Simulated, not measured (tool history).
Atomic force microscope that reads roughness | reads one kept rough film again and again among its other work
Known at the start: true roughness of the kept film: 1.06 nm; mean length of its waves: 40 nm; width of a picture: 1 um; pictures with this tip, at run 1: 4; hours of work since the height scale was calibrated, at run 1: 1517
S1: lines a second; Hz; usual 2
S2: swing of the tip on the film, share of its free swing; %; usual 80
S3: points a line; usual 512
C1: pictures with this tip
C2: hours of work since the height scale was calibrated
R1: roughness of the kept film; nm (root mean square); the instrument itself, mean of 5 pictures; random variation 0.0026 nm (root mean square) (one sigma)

run    hour    S1  S2   S3   C1    C2     R1
  1       0     2  80  512    4  1517  0.888
  2    38.4     2  85  512   46  1544   0.84
  3      97     2  80  512  110  1587  0.858
        123  -- new tip fitted
  4   172.2     2  80  512   54  1640  0.874
  5   246.2     2  83  512  135  1694  0.829
      252.6  -- new tip fitted
  6   305.5     2  83  512   58  1736  0.846
      379.3  -- new tip fitted
  7   379.3     2  83  512    0  1789  0.864
  8   419.5     2  83  512   44  1818  0.853
  9   472.8     2  83  512  102  1856  0.841
      510.3  -- new tip fitted
 10   528.7     2  83  512   20  1896  0.858
 11   583.1     2  83  512   80  1935  0.844
 12     631     2  83  512  132  1969   0.83
      638.9  -- new tip fitted
 13   685.6  2.19  80  683   51  2008  0.865
 14   747.1  3.56  80  831  118  2053  0.765
      764.7  -- new tip fitted
 15   816.4     2  63  512   57  2102  0.966
      860.8  -- height scale calibrated on a step standard
 16   860.8     2  63  512  104     0   0.96
      893.4  -- new tip fitted
 17   935.5     2  79  811   46    53  0.897
 18   988.1  0.88  80  558  104    91  0.953
     1022.7  -- new tip fitted
 19  1051.8  1.95  74  818   32   137  0.929
 20    1096  1.95  74  818   80   169  0.918
       1145  -- height scale calibrated on a step standard, once more
 21  1147.9  1.95  74  818  136     2  0.876
     1155.7  -- new tip fitted
 22  1223.9  1.08  80  464   74    56  0.924
 23  1270.6  1.77  80  309  125    90  0.853
     1282.5  -- new tip fitted
 24  1326.4  1.77  80  309   48   130  0.876

4 ways to go on from here, each from the tool as it stands after run 24. What would each give?
  A  1381.4     2  78  768  108  169   ?
  B  1381.4  1.06  70  919  108  169   ?
  C  1381.4  2.26  80  512  108  169   ?
  D  1381.4  0.63  65  318  108  169   ?

run     R1
  A  0.861
  B  0.947
  C  0.831
  D  0.973
Without the tool's hidden state the same runs would have given:
run     R1
  A  0.891
  B   0.98
  C  0.861
  D  1.008

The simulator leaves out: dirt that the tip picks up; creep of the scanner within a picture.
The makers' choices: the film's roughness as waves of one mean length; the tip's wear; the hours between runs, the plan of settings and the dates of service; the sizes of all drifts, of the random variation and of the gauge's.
